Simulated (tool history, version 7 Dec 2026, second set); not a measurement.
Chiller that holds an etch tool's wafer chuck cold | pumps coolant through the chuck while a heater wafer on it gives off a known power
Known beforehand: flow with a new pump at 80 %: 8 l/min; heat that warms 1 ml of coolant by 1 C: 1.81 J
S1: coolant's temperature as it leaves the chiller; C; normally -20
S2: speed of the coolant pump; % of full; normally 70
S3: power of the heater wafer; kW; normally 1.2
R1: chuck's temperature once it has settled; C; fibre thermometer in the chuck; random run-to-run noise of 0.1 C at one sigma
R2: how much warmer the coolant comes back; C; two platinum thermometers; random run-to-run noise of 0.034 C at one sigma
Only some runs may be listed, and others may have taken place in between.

run 1 hour=0 | S1=-20 S2=70 S3=1.2 | R1=-9.3 R2=5.88
run 2 hour=106.7 | S1=-20 S2=70 S3=1.2 | R1=-9.2 R2=6.06
run 3 hour=212.1 | S1=-24 S2=70 S3=1.2 | R1=-13.3 R2=6.02
run 4 hour=327.7 | S1=-20 S2=70 S3=1.344 | R1=-7.7 R2=6.72
run 5 hour=496.7 | S1=-20 S2=70 S3=1.344 | R1=-7.8 R2=6.7
run 6 hour=591.6 | S1=-20 S2=70 S3=1.344 | R1=-7.8 R2=6.75
run 7 hour=748.4 | S1=-20 S2=70 S3=1.344 | R1=-7.5 R2=6.78
run 8 hour=860.7 | S1=-20 S2=70 S3=1.344 | R1=-7.7 R2=6.79
run 9 hour=978.1 | S1=-20 S2=70 S3=1.073 | R1=-10.2 R2=5.5
run 10 hour=1080.6 | S1=-20 S2=70 S3=1.2 | R1=-8.9 R2=6.11
run 11 hour=1236.2 | S1=-20 S2=70 S3=1.2 | R1=-9 R2=6.18
run 12 hour=1403 | S1=-20 S2=70 S3=1.2 | R1=-8.7 R2=6.17
run 13 hour=1515.7 | S1=-20 S2=70 S3=1.2 | R1=-8.9 R2=6.15
run 14 hour=1600 | S1=-20 S2=70 S3=1.2 | R1=-9 R2=6.14
run 15 hour=1676.1 | S1=-20 S2=70 S3=0.67 | R1=-13.9 R2=3.52
run 16 hour=1832.3 | S1=-20 S2=70 S3=0.67 | R1=-13.7 R2=3.5
run 17 hour=1922.3 | S1=-20 S2=70 S3=0.67 | R1=-13.9 R2=3.5
run 18 hour=2033.4 | S1=-20 S2=70 S3=0.67 | R1=-14 R2=3.47
run 19 hour=2190.5 | S1=-18 S2=69 S3=0.798 | R1=-10.5 R2=4.25
run 20 hour=2334.2 | S1=-20 S2=70 S3=1.661 | R1=-3.9 R2=8.67
run 21 hour=2484.9 | S1=-20 S2=70 S3=1.661 | R1=-4 R2=8.73
-- hour=2498.3 chiller's thermometer calibrated
run 22 hour=2558 | S1=-20 S2=70 S3=0.709 | R1=-13.4 R2=3.69
run 23 hour=2662.7 | S1=-22 S2=70 S3=1.2 | R1=-10.5 R2=6.33
run 24 hour=2749.6 | S1=-22 S2=70 S3=1.2 | R1=-10.5 R2=6.36
-- hour=2790 chiller's thermometer calibrated, once more
run 25 hour=2864.7 | S1=-16 S2=70 S3=0.737 | R1=-8.8 R2=3.86
run 26 hour=2961.4 | S1=-27 S2=70 S3=1.081 | R1=-16.3 R2=5.81
run 27 hour=3030.3 | S1=-22 S2=70 S3=0.809 | R1=-13.9 R2=4.25
run 28 hour=3143.2 | S1=-27 S2=70 S3=1.2 | R1=-14.9 R2=6.42
-- hour=3206.3 coolant changed, channels flushed
run 29 hour=3237.5 | S1=-17 S2=80 S3=1.2 | R1=-7.3 R2=5.61
run 30 hour=3391.8 | S1=-25 S2=85 S3=0.653 | R1=-20.2 R2=2.89
run 31 hour=3534.1 | S1=-13 S2=85 S3=0.653 | R1=-8.1 R2=2.85
run 32 hour=3666.9 | S1=-20 S2=69 S3=1.314 | R1=-7.8 R2=7.2

Results for each run, recomputed without the tool's hidden state and with each run's random variation untouched:
The tool's hidden condition here consists of: heat passed by the chuck's channels, % of clean ones'; flow at a given pump speed, % of a new pump's; coolant's true temperature over the reading, C; drift of the gauge itself on chuck_c, C; drift of the gauge itself on warmer_back_c, C.
run=1 R1=-10.1 R2=5.59
run=2 R1=-10 R2=5.75
run=3 R1=-14.1 R2=5.7
run=4 R1=-8.8 R2=6.34
run=5 R1=-8.9 R2=6.3
run=6 R1=-8.9 R2=6.34
run=7 R1=-8.7 R2=6.34
run=8 R1=-8.9 R2=6.33
run=9 R1=-11.1 R2=5.13
run=10 R1=-10 R2=5.67
run=11 R1=-10.2 R2=5.73
run=12 R1=-9.9 R2=5.69
run=13 R1=-10.2 R2=5.66
run=14 R1=-10.3 R2=5.64
run=15 R1=-14.4 R2=3.24
run=16 R1=-14.3 R2=3.2
run=17 R1=-14.5 R2=3.19
run=18 R1=-14.6 R2=3.16
run=19 R1=-11.3 R2=3.86
run=20 R1=-6.2 R2=7.83
run=21 R1=-6.4 R2=7.86
run=22 R1=-14.1 R2=3.31
run=23 R1=-12 R2=5.68
run=24 R1=-12.1 R2=5.69
run=25 R1=-10 R2=3.45
run=26 R1=-18.2 R2=5.18
run=27 R1=-15.3 R2=3.78
run=28 R1=-17.1 R2=5.71
run=29 R1=-8.1 R2=4.97
run=30 R1=-20.5 R2=2.55
run=31 R1=-8.4 R2=2.5
run=32 R1=-9 R2=6.32
